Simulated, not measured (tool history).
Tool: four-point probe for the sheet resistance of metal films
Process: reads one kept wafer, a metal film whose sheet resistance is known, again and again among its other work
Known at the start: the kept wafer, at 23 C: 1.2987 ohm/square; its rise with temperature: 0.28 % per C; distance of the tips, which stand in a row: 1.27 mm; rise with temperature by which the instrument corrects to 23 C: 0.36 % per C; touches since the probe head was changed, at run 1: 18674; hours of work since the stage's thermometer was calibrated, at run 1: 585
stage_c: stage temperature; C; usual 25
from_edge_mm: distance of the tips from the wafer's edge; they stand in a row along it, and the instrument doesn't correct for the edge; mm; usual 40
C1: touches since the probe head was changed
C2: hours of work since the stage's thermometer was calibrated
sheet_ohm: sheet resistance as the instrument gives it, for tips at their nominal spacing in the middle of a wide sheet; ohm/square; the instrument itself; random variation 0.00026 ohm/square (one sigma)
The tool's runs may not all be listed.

run 1 hour=0.0 | stage_c=25 from_edge_mm=40 | C1=18674 C2=585 | sheet_ohm=1.297678
run 2 hour=35.7 | stage_c=25 from_edge_mm=7 | C1=20711 C2=612 | sheet_ohm=1.319503
run 3 hour=59.6 | stage_c=25 from_edge_mm=7 | C1=22074 C2=631 | sheet_ohm=1.319463
run 4 hour=97.5 | stage_c=25 from_edge_mm=7 | C1=24238 C2=660 | sheet_ohm=1.319556
run 5 hour=132.4 | stage_c=20 from_edge_mm=40 | C1=26229 C2=686 | sheet_ohm=1.301793
run 6 hour=175.2 | stage_c=25 from_edge_mm=11 | C1=28673 C2=719 | sheet_ohm=1.305733
run 7 hour=216.5 | stage_c=25 from_edge_mm=11 | C1=31031 C2=750 | sheet_ohm=1.306180
run 8 hour=239.2 | stage_c=25 from_edge_mm=11 | C1=32325 C2=768 | sheet_ohm=1.306270
run 9 hour=271.9 | stage_c=28 from_edge_mm=4 | C1=34194 C2=793 | sheet_ohm=1.359882
run 10 hour=310.7 | stage_c=28 from_edge_mm=4 | C1=36406 C2=822 | sheet_ohm=1.360290
run 11 hour=347.4 | stage_c=23 from_edge_mm=5 | C1=38500 C2=850 | sheet_ohm=1.342535
run 12 hour=385.7 | stage_c=34 from_edge_mm=8 | C1=40686 C2=879 | sheet_ohm=1.305624
run 13 hour=426.4 | stage_c=25 from_edge_mm=40 | C1=43012 C2=910 | sheet_ohm=1.297408
run 14 hour=467.8 | stage_c=33 from_edge_mm=13 | C1=45372 C2=942 | sheet_ohm=1.295425
run 15 hour=506.0 | stage_c=20 from_edge_mm=40 | C1=47557 C2=971 | sheet_ohm=1.302362

5 ways to go on from here, each from the tool as it stands after run 15. What would each give?
run A hour=552.9 | stage_c=20 from_edge_mm=5 | C1=50233 C2=1007 | sheet_ohm=?
run B hour=552.9 | stage_c=23 from_edge_mm=40 | C1=50233 C2=1007 | sheet_ohm=?
run C hour=552.9 | stage_c=20 from_edge_mm=4 | C1=50233 C2=1007 | sheet_ohm=?
run D hour=552.9 | stage_c=21 from_edge_mm=40 | C1=50233 C2=1007 | sheet_ohm=?
run E hour=552.9 | stage_c=25 from_edge_mm=12 | C1=50233 C2=1007 | sheet_ohm=?

run=A sheet_ohm=1.345571
run=B sheet_ohm=1.299245
run=C sheet_ohm=1.368685
run=D sheet_ohm=1.301196
run=E sheet_ohm=1.305072
Without the tool's hidden state the same runs would have given:
run=A sheet_ohm=1.345542
run=B sheet_ohm=1.299217
run=C sheet_ohm=1.368655
run=D sheet_ohm=1.301168
run=E sheet_ohm=1.305045
